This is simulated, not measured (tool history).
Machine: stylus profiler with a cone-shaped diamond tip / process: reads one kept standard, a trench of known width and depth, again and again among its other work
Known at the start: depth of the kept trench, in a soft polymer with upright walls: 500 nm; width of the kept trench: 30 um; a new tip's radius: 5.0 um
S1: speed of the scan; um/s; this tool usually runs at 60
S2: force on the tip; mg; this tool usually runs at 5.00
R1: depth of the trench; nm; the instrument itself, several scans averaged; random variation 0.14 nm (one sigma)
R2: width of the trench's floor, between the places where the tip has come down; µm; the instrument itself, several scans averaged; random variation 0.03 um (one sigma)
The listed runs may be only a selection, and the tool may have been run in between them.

Run 1, hour 0.0: usual settings. Result: R1 512.10 nm, R2 25.15 µm.
Run 2, hour 11.0: usual settings but S2 1.82 mg. Result: R1 506.22 nm, R2 24.97 µm.
Run 3, hour 24.8: usual settings but S2 1.82 mg. Result: R1 506.05 nm, R2 25.00 µm.
Run 4, hour 34.0: usual settings. Result: R1 512.04 nm, R2 25.13 µm.
Run 5, hour 41.5: usual settings. Result: R1 512.37 nm, R2 25.02 µm.
Run 6, hour 51.3: usual settings. Result: R1 511.86 nm, R2 25.10 µm.
Run 7, hour 62.1: usual settings but S2 9.59 mg. Result: R1 519.02 nm, R2 25.07 µm.
Run 8, hour 71.0: usual settings but S2 9.59 mg. Result: R1 518.74 nm, R2 25.11 µm.
Run 9, hour 79.1: usual settings but S2 9.59 mg. Result: R1 518.94 nm, R2 25.09 µm.
Run 10, hour 86.3: usual settings but S1 39 um/s, S2 9.59 mg. Result: R1 518.96 nm, R2 25.05 µm.
Run 11, hour 96.0: usual settings but S1 39 um/s, S2 9.59 mg. Result: R1 518.57 nm, R2 25.13 µm.
Run 12, hour 103.0: usual settings. Result: R1 512.45 nm, R2 25.01 µm.
Run 13, hour 117.9: usual settings. Result: R1 512.25 nm, R2 24.97 µm.
Run 14, hour 132.1: usual settings. Result: R1 512.57 nm, R2 25.00 µm.
Run 15, hour 140.6: usual settings. Result: R1 512.40 nm, R2 24.93 µm.
Run 16, hour 149.1: usual settings but S1 73 um/s, S2 2.24 mg. Result: R1 507.48 nm, R2 24.76 µm.
Run 17, hour 159.8: usual settings but S1 201 um/s, S2 8.11 mg. Result: R1 517.22 nm, R2 24.57 µm.
Run 18, hour 170.9: usual settings but S1 216 um/s, S2 1.68 mg. Result: R1 506.28 nm, R2 23.68 µm.
Run 19, hour 182.5: usual settings but S1 86 um/s, S2 3.42 mg. Result: R1 509.34 nm, R2 24.72 µm.
Run 20, hour 192.8: usual settings but S1 73 um/s, S2 8.00 mg. Result: R1 517.05 nm, R2 24.85 µm.
Run 21, hour 199.1: usual settings but S1 25 um/s, S2 14.76 mg. Result: R1 525.46 nm, R2 25.06 µm.
Run 22, hour 208.7: usual settings but S1 215 um/s, S2 3.44 mg. Result: R1 509.81 nm, R2 24.02 µm.
Run 23, hour 221.2: usual settings but S2 2.14 mg. Result: R1 507.29 nm, R2 24.69 µm.

Selected run-to-run steps in R1, each split into two signed amounts: the part the tool would show with no hidden state at all (from settings, incoming material and random variation), and the remainder, which goes to the hidden state together with any gauge scatter not common to the measured and the hidden-state-free results:
What the log doesn't record here: radius of the tip, um; height scale over the true one, %; drift of the gauge itself on depth_nm, %; drift of the gauge itself on floor_um, %.
Run 2 -> 3: no setting touched and nothing written in the log between the runs. R1 -0.17 nm: hidden state +0.03, all else -0.20.
Run 12 -> 13: no setting touched and nothing written in the log between the runs. R1 -0.20 nm: hidden state +0.03, all else -0.23.
Run 17 -> 18: S1 201 -> 216, S2 8.11 -> 1.68. R1 -10.94 nm: hidden state +0.01, all else -10.95.
Run 21 -> 22: S1 25 -> 215, S2 14.76 -> 3.44. R1 -15.65 nm: hidden state +0.00, all else -15.65.

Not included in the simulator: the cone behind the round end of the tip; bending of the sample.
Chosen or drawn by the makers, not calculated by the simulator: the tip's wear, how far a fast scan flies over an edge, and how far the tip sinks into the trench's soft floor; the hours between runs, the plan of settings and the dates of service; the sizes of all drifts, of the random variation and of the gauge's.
